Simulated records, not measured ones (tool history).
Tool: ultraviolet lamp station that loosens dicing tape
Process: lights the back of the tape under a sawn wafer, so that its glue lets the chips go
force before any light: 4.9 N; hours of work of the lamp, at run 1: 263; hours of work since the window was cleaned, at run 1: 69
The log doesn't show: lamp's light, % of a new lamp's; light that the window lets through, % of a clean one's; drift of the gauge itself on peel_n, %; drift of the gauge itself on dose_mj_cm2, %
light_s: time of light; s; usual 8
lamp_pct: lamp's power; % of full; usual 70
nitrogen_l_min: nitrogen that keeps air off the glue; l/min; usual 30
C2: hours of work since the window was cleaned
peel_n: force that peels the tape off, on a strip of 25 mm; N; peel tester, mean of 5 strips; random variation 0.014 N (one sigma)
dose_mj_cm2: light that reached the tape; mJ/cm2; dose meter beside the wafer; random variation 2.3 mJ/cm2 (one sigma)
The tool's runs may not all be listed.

{"run": 1, "hour": 0.0, "light_s": 8, "lamp_pct": 70, "nitrogen_l_min": 30, "hours of work of the lamp": 263, "C2": 69, "peel_n": 0.856, "dose_mj_cm2": 203}
{"run": 2, "hour": 8.1, "light_s": 8, "lamp_pct": 84, "nitrogen_l_min": 30, "hours of work of the lamp": 270, "C2": 75, "peel_n": 0.657, "dose_mj_cm2": 244}
{"run": 3, "hour": 19.9, "light_s": 8, "lamp_pct": 84, "nitrogen_l_min": 30, "hours of work of the lamp": 279, "C2": 84, "peel_n": 0.66, "dose_mj_cm2": 240}
{"run": 4, "hour": 28.4, "light_s": 8, "lamp_pct": 84, "nitrogen_l_min": 30, "hours of work of the lamp": 286, "C2": 91, "peel_n": 0.665, "dose_mj_cm2": 236}
{"run": 5, "hour": 42.0, "light_s": 8, "lamp_pct": 84, "nitrogen_l_min": 30, "hours of work of the lamp": 297, "C2": 102, "peel_n": 0.704, "dose_mj_cm2": 237}
{"run": 6, "hour": 55.0, "light_s": 8, "lamp_pct": 70, "nitrogen_l_min": 30, "hours of work of the lamp": 307, "C2": 112, "peel_n": 0.937, "dose_mj_cm2": 198}
{"run": 7, "hour": 64.3, "light_s": 10, "lamp_pct": 70, "nitrogen_l_min": 30, "hours of work of the lamp": 314, "C2": 120, "peel_n": 0.649, "dose_mj_cm2": 241}
{"run": 8, "hour": 74.5, "light_s": 8, "lamp_pct": 70, "nitrogen_l_min": 30, "hours of work of the lamp": 322, "C2": 128, "peel_n": 0.954, "dose_mj_cm2": 192}
{"run": 9, "hour": 86.9, "light_s": 8, "lamp_pct": 70, "nitrogen_l_min": 30, "hours of work of the lamp": 332, "C2": 138, "peel_n": 0.999, "dose_mj_cm2": 183}
{"run": 10, "hour": 94.1, "light_s": 8, "lamp_pct": 70, "nitrogen_l_min": 30, "hours of work of the lamp": 338, "C2": 144, "peel_n": 1.017, "dose_mj_cm2": 184}
{"run": 11, "hour": 103.8, "light_s": 8, "lamp_pct": 70, "nitrogen_l_min": 30, "hours of work of the lamp": 346, "C2": 151, "peel_n": 0.978, "dose_mj_cm2": 185}
{"run": 12, "hour": 115.0, "light_s": 8, "lamp_pct": 70, "nitrogen_l_min": 30, "hours of work of the lamp": 355, "C2": 160, "peel_n": 1.028, "dose_mj_cm2": 183}
{"run": 13, "hour": 126.0, "light_s": 8, "lamp_pct": 70, "nitrogen_l_min": 30, "hours of work of the lamp": 363, "C2": 169, "peel_n": 1.092, "dose_mj_cm2": 177}
{"run": 14, "hour": 138.6, "light_s": 8, "lamp_pct": 68, "nitrogen_l_min": 30, "hours of work of the lamp": 373, "C2": 179, "peel_n": 1.107, "dose_mj_cm2": 180}
{"run": 15, "hour": 144.5, "light_s": 8, "lamp_pct": 68, "nitrogen_l_min": 30, "hours of work of the lamp": 378, "C2": 184, "peel_n": 1.112, "dose_mj_cm2": 172}
{"hour": 145.7, "done": "window cleaned of glue's vapour"}
{"run": 16, "hour": 153.4, "light_s": 8, "lamp_pct": 68, "nitrogen_l_min": 30, "hours of work of the lamp": 385, "C2": 6, "peel_n": 1.24, "dose_mj_cm2": 158}
{"run": 17, "hour": 164.9, "light_s": 8, "lamp_pct": 68, "nitrogen_l_min": 30, "hours of work of the lamp": 394, "C2": 15, "peel_n": 1.252, "dose_mj_cm2": 156}
{"hour": 168.0, "done": "window cleaned of glue's vapour, once more"}
{"run": 18, "hour": 177.6, "light_s": 8, "lamp_pct": 70, "nitrogen_l_min": 45, "hours of work of the lamp": 404, "C2": 8, "peel_n": 0.708, "dose_mj_cm2": 197}
{"run": 19, "hour": 183.8, "light_s": 8, "lamp_pct": 70, "nitrogen_l_min": 45, "hours of work of the lamp": 409, "C2": 13, "peel_n": 0.709, "dose_mj_cm2": 193}
{"run": 20, "hour": 195.7, "light_s": 8, "lamp_pct": 70, "nitrogen_l_min": 45, "hours of work of the lamp": 418, "C2": 22, "peel_n": 0.741, "dose_mj_cm2": 197}
{"run": 21, "hour": 208.0, "light_s": 8, "lamp_pct": 70, "nitrogen_l_min": 45, "hours of work of the lamp": 428, "C2": 32, "peel_n": 0.753, "dose_mj_cm2": 193}
{"run": 22, "hour": 218.9, "light_s": 5, "lamp_pct": 70, "nitrogen_l_min": 19, "hours of work of the lamp": 437, "C2": 41, "peel_n": 2.047, "dose_mj_cm2": 118}
{"run": 23, "hour": 230.4, "light_s": 5, "lamp_pct": 70, "nitrogen_l_min": 19, "hours of work of the lamp": 446, "C2": 50, "peel_n": 2.046, "dose_mj_cm2": 118}
{"run": 24, "hour": 238.6, "light_s": 5, "lamp_pct": 70, "nitrogen_l_min": 19, "hours of work of the lamp": 452, "C2": 56, "peel_n": 2.097, "dose_mj_cm2": 115}
{"run": 25, "hour": 249.9, "light_s": 10, "lamp_pct": 70, "nitrogen_l_min": 21, "hours of work of the lamp": 461, "C2": 65, "peel_n": 0.902, "dose_mj_cm2": 227}
{"run": 26, "hour": 261.9, "light_s": 10, "lamp_pct": 70, "nitrogen_l_min": 21, "hours of work of the lamp": 471, "C2": 75, "peel_n": 0.939, "dose_mj_cm2": 229}
{"run": 27, "hour": 276.3, "light_s": 7, "lamp_pct": 97, "nitrogen_l_min": 30, "hours of work of the lamp": 482, "C2": 86, "peel_n": 0.815, "dose_mj_cm2": 216}
{"run": 28, "hour": 285.1, "light_s": 7, "lamp_pct": 80, "nitrogen_l_min": 9, "hours of work of the lamp": 489, "C2": 93, "peel_n": 1.902, "dose_mj_cm2": 177}
{"run": 29, "hour": 292.0, "light_s": 6, "lamp_pct": 71, "nitrogen_l_min": 15, "hours of work of the lamp": 495, "C2": 99, "peel_n": 2.038, "dose_mj_cm2": 133}
{"run": 30, "hour": 303.8, "light_s": 6, "lamp_pct": 71, "nitrogen_l_min": 15, "hours of work of the lamp": 504, "C2": 108, "peel_n": 2.093, "dose_mj_cm2": 132}
{"run": 31, "hour": 309.7, "light_s": 6, "lamp_pct": 71, "nitrogen_l_min": 15, "hours of work of the lamp": 509, "C2": 113, "peel_n": 2.062, "dose_mj_cm2": 131}
{"run": 32, "hour": 319.1, "light_s": 7, "lamp_pct": 71, "nitrogen_l_min": 27, "hours of work of the lamp": 516, "C2": 120, "peel_n": 1.33, "dose_mj_cm2": 152}
{"run": 33, "hour": 328.2, "light_s": 13, "lamp_pct": 85, "nitrogen_l_min": 32, "hours of work of the lamp": 524, "C2": 128, "peel_n": 0.364, "dose_mj_cm2": 336}
{"run": 34, "hour": 336.5, "light_s": 7, "lamp_pct": 85, "nitrogen_l_min": 32, "hours of work of the lamp": 530, "C2": 134, "peel_n": 1.014, "dose_mj_cm2": 181}
{"run": 35, "hour": 343.2, "light_s": 6, "lamp_pct": 70, "nitrogen_l_min": 30, "hours of work of the lamp": 536, "C2": 140, "peel_n": 1.625, "dose_mj_cm2": 125}
{"run": 36, "hour": 352.3, "light_s": 8, "lamp_pct": 89, "nitrogen_l_min": 11, "hours of work of the lamp": 543, "C2": 147, "peel_n": 1.436, "dose_mj_cm2": 210}
{"run": 37, "hour": 362.3, "light_s": 6, "lamp_pct": 91, "nitrogen_l_min": 30, "hours of work of the lamp": 551, "C2": 155, "peel_n": 1.231, "dose_mj_cm2": 155}
{"run": 38, "hour": 371.0, "light_s": 4, "lamp_pct": 91, "nitrogen_l_min": 11, "hours of work of the lamp": 558, "C2": 162, "peel_n": 2.688, "dose_mj_cm2": 106}
{"run": 39, "hour": 380.2, "light_s": 4, "lamp_pct": 95, "nitrogen_l_min": 53, "hours of work of the lamp": 565, "C2": 169, "peel_n": 1.472, "dose_mj_cm2": 110}
{"run": 40, "hour": 390.1, "light_s": 4, "lamp_pct": 78, "nitrogen_l_min": 11, "hours of work of the lamp": 573, "C2": 177, "peel_n": 2.928, "dose_mj_cm2": 85}
{"run": 41, "hour": 396.3, "light_s": 8, "lamp_pct": 70, "nitrogen_l_min": 47, "hours of work of the lamp": 578, "C2": 182, "peel_n": 0.995, "dose_mj_cm2": 152}
{"run": 42, "hour": 403.3, "light_s": 7, "lamp_pct": 85, "nitrogen_l_min": 47, "hours of work of the lamp": 583, "C2": 187, "peel_n": 0.905, "dose_mj_cm2": 157}

Forecast each of these 5 alternatives for the next run:
{"run": "A", "hour": 413.1, "light_s": 8, "lamp_pct": 70, "nitrogen_l_min": 10, "hours of work of the lamp": 591, "C2": 195, "peel_n": "?", "dose_mj_cm2": "?"}
{"run": "B", "hour": 413.1, "light_s": 8, "lamp_pct": 70, "nitrogen_l_min": 51, "hours of work of the lamp": 591, "C2": 195, "peel_n": "?", "dose_mj_cm2": "?"}
{"run": "C", "hour": 413.1, "light_s": 7, "lamp_pct": 64, "nitrogen_l_min": 47, "hours of work of the lamp": 591, "C2": 195, "peel_n": "?", "dose_mj_cm2": "?"}
{"run": "D", "hour": 413.1, "light_s": 6, "lamp_pct": 68, "nitrogen_l_min": 57, "hours of work of the lamp": 591, "C2": 195, "peel_n": "?", "dose_mj_cm2": "?"}
{"run": "E", "hour": 413.1, "light_s": 14, "lamp_pct": 70, "nitrogen_l_min": 12, "hours of work of the lamp": 591, "C2": 195, "peel_n": "?", "dose_mj_cm2": "?"}

run=A peel_n=2.168 dose_mj_cm2=152
run=B peel_n=0.954 dose_mj_cm2=153
run=C peel_n=1.37 dose_mj_cm2=124
run=D peel_n=1.423 dose_mj_cm2=113
run=E peel_n=0.974 dose_mj_cm2=270
Without the tool's hidden state the same runs would have given:
run=A peel_n=1.33 dose_mj_cm2=245
run=B peel_n=0.455 dose_mj_cm2=246
run=C peel_n=0.706 dose_mj_cm2=199
run=D peel_n=0.739 dose_mj_cm2=180
run=E peel_n=0.457 dose_mj_cm2=434

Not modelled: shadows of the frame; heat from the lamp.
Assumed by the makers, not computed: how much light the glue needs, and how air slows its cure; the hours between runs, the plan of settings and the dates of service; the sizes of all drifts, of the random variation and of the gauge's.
